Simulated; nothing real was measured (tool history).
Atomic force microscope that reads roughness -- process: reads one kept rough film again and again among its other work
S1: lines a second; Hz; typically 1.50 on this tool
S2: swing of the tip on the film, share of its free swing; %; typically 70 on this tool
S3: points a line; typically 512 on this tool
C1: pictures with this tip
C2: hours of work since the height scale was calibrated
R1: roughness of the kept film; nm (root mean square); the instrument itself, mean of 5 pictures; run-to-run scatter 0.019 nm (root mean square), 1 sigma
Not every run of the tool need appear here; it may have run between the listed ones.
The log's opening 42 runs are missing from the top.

{"run": 43, "hour": 1600.4, "S1": 1.5, "S2": 58, "S3": 494, "C1": 135, "C2": 111, "R1": 3.431}
{"hour": 1618.2, "done": "new tip fitted"}
{"run": 44, "hour": 1645.6, "S1": 1.5, "S2": 58, "S3": 494, "C1": 41, "C2": 142, "R1": 4.395}
{"run": 45, "hour": 1675.5, "S1": 1.5, "S2": 61, "S3": 263, "C1": 86, "C2": 163, "R1": 3.89}
{"run": 46, "hour": 1719.4, "S1": 2.21, "S2": 56, "S3": 263, "C1": 153, "C2": 194, "R1": 3.395}
{"hour": 1723.2, "done": "new tip fitted"}
{"run": 47, "hour": 1752.6, "S1": 2.21, "S2": 88, "S3": 405, "C1": 45, "C2": 217, "R1": 3.706}
{"run": 48, "hour": 1794.9, "S1": 2.21, "S2": 88, "S3": 405, "C1": 109, "C2": 247, "R1": 3.123}
{"run": 49, "hour": 1821.3, "S1": 3.05, "S2": 76, "S3": 642, "C1": 149, "C2": 266, "R1": 2.996}
{"hour": 1829.6, "done": "new tip fitted"}
{"run": 50, "hour": 1862.7, "S1": 3.05, "S2": 76, "S3": 642, "C1": 50, "C2": 295, "R1": 3.719}

4 options for the next run, each taken on its own from the tool as it stands now. Forecast them:
{"run": "A", "hour": 1911.2, "S1": 0.59, "S2": 76, "S3": 642, "C1": 124, "C2": 329, "R1": "?"}
{"run": "B", "hour": 1911.2, "S1": 3.74, "S2": 84, "S3": 731, "C1": 124, "C2": 329, "R1": "?"}
{"run": "C", "hour": 1911.2, "S1": 1.5, "S2": 70, "S3": 404, "C1": 124, "C2": 329, "R1": "?"}
{"run": "D", "hour": 1911.2, "S1": 2.45, "S2": 77, "S3": 421, "C1": 124, "C2": 329, "R1": "?"}

run=A R1=3.536
run=B R1=2.812
run=C R1=3.455
run=D R1=3.204
Without the tool's hidden state the same runs would have given:
run=A R1=4.847
run=B R1=3.855
run=C R1=4.739
run=D R1=4.391
